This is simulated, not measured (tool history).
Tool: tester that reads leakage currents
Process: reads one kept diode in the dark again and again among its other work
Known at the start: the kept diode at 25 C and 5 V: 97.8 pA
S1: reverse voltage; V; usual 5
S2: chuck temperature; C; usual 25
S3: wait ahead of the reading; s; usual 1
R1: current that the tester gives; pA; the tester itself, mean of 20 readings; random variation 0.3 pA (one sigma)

run,hour,S1,S2,S3,R1
1,0,5,25,1,113.72
2,117,5,25,1,113.66
3,244.5,5,25,1,116.03
4,408.3,5,25,1,117.4
5,493.7,17.69,25,1,251.38
6,626.6,5,50,1,712.94
# hour 658.4: chuck's temperature calibrated
7,772.8,5,50,1,639.15
8,930.6,5,38,1,278.69
9,1000.1,13.34,25,1,193.61
10,1112.5,13.34,25,1,196
11,1193.8,5.28,25,1,112.16
12,1317.6,18.61,25,1,245.19
13,1401.7,18.2,42,0.48,826.39
14,1516.6,16.46,31,0.52,361.09
15,1640.8,2.03,48,2.76,345.55
16,1799.1,5,28,2.45,140.59
17,1941.4,19.99,22,2.81,212.22
18,2033,1.61,21,1,43.1
19,2102.1,4.02,32,6.67,169.87
20,2202.5,1.65,30,1.72,87.2
21,2367.3,12.05,60,3.23,2230.47
22,2523.4,17.5,50,5.06,1463.23
23,2610.9,1.21,25,1.93,51.36
24,2679.3,1.21,25,1.93,51.53

4 ways to go on from here, each from the tool as it stands after run 24. What would each give?
A,2764.7,4.95,25,0.71,?
B,2764.7,1.77,25,0.48,?
C,2764.7,2.08,29,0.37,?
D,2764.7,1.39,46,1,?

run,R1
A,122.72
B,65.82
C,98.06
D,257.01
Without the tool's hidden state the same runs would have given:
run,R1
A,100.43
B,54.86
C,82.62
D,223.42
